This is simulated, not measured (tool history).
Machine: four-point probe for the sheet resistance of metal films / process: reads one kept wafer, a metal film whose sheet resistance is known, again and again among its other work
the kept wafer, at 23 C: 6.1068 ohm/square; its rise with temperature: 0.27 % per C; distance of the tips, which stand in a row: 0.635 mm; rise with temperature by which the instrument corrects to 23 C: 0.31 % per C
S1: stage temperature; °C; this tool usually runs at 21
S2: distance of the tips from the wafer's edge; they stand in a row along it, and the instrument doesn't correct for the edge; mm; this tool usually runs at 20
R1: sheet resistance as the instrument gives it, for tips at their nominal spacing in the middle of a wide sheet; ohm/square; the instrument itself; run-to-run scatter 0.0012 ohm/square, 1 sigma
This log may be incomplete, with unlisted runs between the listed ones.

Run 1, hour 0.0: usual settings. Result: R1 6.094731 ohm/square.
Run 2, hour 75.5: usual settings. Result: R1 6.088690 ohm/square.
Run 3, hour 152.0: usual settings. Result: R1 6.084937 ohm/square.
Run 4, hour 221.1: usual settings but S2 15 mm. Result: R1 6.086812 ohm/square.
Run 5, hour 294.7: usual settings but S2 15 mm. Result: R1 6.082957 ohm/square.
Run 6, hour 333.7: usual settings but S2 15 mm. Result: R1 6.085850 ohm/square.
At hour 376.5: new probe head fitted.
Run 7, hour 410.4: usual settings but S2 15 mm. Result: R1 6.129930 ohm/square.
Run 8, hour 476.0: usual settings but S2 10 mm. Result: R1 6.134631 ohm/square.
Run 9, hour 527.6: usual settings but S2 10 mm. Result: R1 6.134329 ohm/square.
Run 10, hour 600.2: usual settings but S2 10 mm. Result: R1 6.131205 ohm/square.

For run 11, what comes out?
Run 11, hour 643.8: usual settings but S2 10 mm. Result: R1 ?.

{"run 11": {"R1": 6.130785}}
Minus the tool's unlogged condition, the same run would have read R1 6.125726 ohm/square.
